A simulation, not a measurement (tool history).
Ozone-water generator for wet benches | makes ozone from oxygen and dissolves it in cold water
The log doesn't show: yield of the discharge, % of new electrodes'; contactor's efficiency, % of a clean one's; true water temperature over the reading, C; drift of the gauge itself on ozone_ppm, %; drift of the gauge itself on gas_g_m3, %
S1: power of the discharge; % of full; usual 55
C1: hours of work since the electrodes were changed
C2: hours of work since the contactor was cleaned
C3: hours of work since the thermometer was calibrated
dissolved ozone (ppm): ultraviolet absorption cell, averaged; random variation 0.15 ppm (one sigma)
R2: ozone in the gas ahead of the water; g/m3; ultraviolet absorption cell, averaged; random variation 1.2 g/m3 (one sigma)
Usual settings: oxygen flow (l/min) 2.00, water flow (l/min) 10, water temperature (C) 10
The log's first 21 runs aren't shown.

run 22 hour=775.1 | S1=43 oxygen_flow_(l/min)=1.70 water_flow_(l/min)=10 water_temperature_(C)=7 | C1=2306 C2=1093 C3=975 | dissolved_ozone_(ppm)=15.4 R2=206.4
run 23 hour=805.5 | S1=71 oxygen_flow_(l/min)=1.70 water_flow_(l/min)=9 water_temperature_(C)=14 | C1=2333 C2=1121 C3=1003 | dissolved_ozone_(ppm)=23.5 R2=307.2
run 24 hour=832.5 | S1=71 oxygen_flow_(l/min)=1.70 water_flow_(l/min)=9 water_temperature_(C)=14 | C1=2358 C2=1145 C3=1028 | dissolved_ozone_(ppm)=23.8 R2=305.9
run 25 hour=882.8 | S1=71 oxygen_flow_(l/min)=1.70 water_flow_(l/min)=9 water_temperature_(C)=14 | C1=2404 C2=1191 C3=1073 | dissolved_ozone_(ppm)=23.7 R2=308.7
run 26 hour=903.5 | S1=66 oxygen_flow_(l/min)=2.00 water_flow_(l/min)=10 water_temperature_(C)=9 | C1=2422 C2=1210 C3=1092 | dissolved_ozone_(ppm)=21.0 R2=259.4
run 27 hour=937.0 | S1=92 oxygen_flow_(l/min)=1.07 water_flow_(l/min)=8 water_temperature_(C)=11 | C1=2453 C2=1240 C3=1122 | dissolved_ozone_(ppm)=33.2 R2=521.9
run 28 hour=982.1 | S1=62 oxygen_flow_(l/min)=2.00 water_flow_(l/min)=10 water_temperature_(C)=6 | C1=2494 C2=1281 C3=1163 | dissolved_ozone_(ppm)=20.6 R2=248.1
run 29 hour=1009.8 | S1=62 oxygen_flow_(l/min)=2.00 water_flow_(l/min)=10 water_temperature_(C)=6 | C1=2519 C2=1306 C3=1189 | dissolved_ozone_(ppm)=20.7 R2=249.0
run 30 hour=1036.5 | S1=64 oxygen_flow_(l/min)=2.16 water_flow_(l/min)=10 water_temperature_(C)=10 | C1=2543 C2=1330 C3=1213 | dissolved_ozone_(ppm)=20.6 R2=242.9
run 31 hour=1067.8 | S1=67 oxygen_flow_(l/min)=1.09 water_flow_(l/min)=15 water_temperature_(C)=12 | C1=2571 C2=1359 C3=1241 | dissolved_ozone_(ppm)=12.4 R2=399.0
run 32 hour=1116.9 | S1=67 oxygen_flow_(l/min)=1.09 water_flow_(l/min)=15 water_temperature_(C)=12 | C1=2616 C2=1403 C3=1286 | dissolved_ozone_(ppm)=12.3 R2=400.7

Forecast each of these 5 alternatives for the next run:
-- hour=1138.0 gauge calibrated
run A hour=1166.2 | S1=68 oxygen_flow_(l/min)=1.09 water_flow_(l/min)=15 water_temperature_(C)=8 | C1=2661 C2=1448 C3=1331 | dissolved_ozone_(ppm)=? R2=?
-- hour=1138.0 gauge calibrated
run B hour=1166.2 | S1=70 oxygen_flow_(l/min)=1.09 water_flow_(l/min)=7 water_temperature_(C)=9 | C1=2661 C2=1448 C3=1331 | dissolved_ozone_(ppm)=? R2=?
-- hour=1138.0 gauge calibrated
run C hour=1166.2 | S1=55 oxygen_flow_(l/min)=2.96 water_flow_(l/min)=9 water_temperature_(C)=10 | C1=2661 C2=1448 C3=1331 | dissolved_ozone_(ppm)=? R2=?
-- hour=1138.0 gauge calibrated
run D hour=1166.2 | S1=69 oxygen_flow_(l/min)=2.00 water_flow_(l/min)=10 water_temperature_(C)=6 | C1=2661 C2=1448 C3=1331 | dissolved_ozone_(ppm)=? R2=?
-- hour=1138.0 gauge calibrated
run E hour=1166.2 | S1=67 oxygen_flow_(l/min)=1.61 water_flow_(l/min)=11 water_temperature_(C)=5 | C1=2661 C2=1448 C3=1331 | dissolved_ozone_(ppm)=? R2=?

run=A dissolved_ozone_(ppm)=12.7 R2=391.5
run=B dissolved_ozone_(ppm)=31.8 R2=404.5
run=C dissolved_ozone_(ppm)=19.5 R2=169.9
run=D dissolved_ozone_(ppm)=22.4 R2=265.2
run=E dissolved_ozone_(ppm)=19.6 R2=296.1
Without the tool's hidden state the same runs would have given:
run=A dissolved_ozone_(ppm)=12.7 R2=392.1
run=B dissolved_ozone_(ppm)=31.9 R2=405.1
run=C dissolved_ozone_(ppm)=19.6 R2=170.0
run=D dissolved_ozone_(ppm)=22.5 R2=265.6
run=E dissolved_ozone_(ppm)=19.7 R2=296.6
